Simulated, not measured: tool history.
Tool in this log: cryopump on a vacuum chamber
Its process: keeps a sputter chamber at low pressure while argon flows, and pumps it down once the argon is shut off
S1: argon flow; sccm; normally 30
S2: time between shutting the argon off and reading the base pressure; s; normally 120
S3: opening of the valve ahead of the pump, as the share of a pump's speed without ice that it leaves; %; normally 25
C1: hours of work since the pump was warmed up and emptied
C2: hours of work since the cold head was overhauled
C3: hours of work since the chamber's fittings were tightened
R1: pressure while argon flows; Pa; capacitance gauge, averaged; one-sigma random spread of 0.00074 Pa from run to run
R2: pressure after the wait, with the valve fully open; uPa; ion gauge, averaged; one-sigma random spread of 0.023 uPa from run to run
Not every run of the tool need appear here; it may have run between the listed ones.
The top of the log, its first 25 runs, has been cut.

run	hour	S1	S2	S3	C1	C2	C3	R1	R2
26	693.6	30	219	25	531	1282	224	0.1448	0.75
27	727.3	42	86	25	556	1307	249	0.2017	1.28
28	743.2	42	86	25	568	1319	261	0.203	1.31
29	758.9	30	22	25	579	1330	273	0.1433	3.29
30	786.2	30	22	25	600	1351	293	0.1449	3.37
31	819.2	30	22	25	624	1375	318	0.1453	3.47
32	836.1	30	22	25	637	1388	330	0.1457	3.43
33	868.9	38	23	46	661	1412	355	0.1045	3.27
34	886.2	38	23	46	674	1425	367	0.1047	3.34

Below are 3 alternative next runs, each starting from the tool's condition after run 34. Predict each:
A	908.8	13	76	46	691	1442	384	?	?
B	908.8	25	84	15	691	1442	384	?	?
C	908.8	15	120	25	691	1442	384	?	?

run	R1	R2
A	0.0357	1.54
B	0.1975	1.39
C	0.0731	1.19
With the hidden condition removed and each run's random variation left untouched, the same runs would have given:
run	R1	R2
A	0.032	1.04
B	0.1903	0.9
C	0.0688	0.68
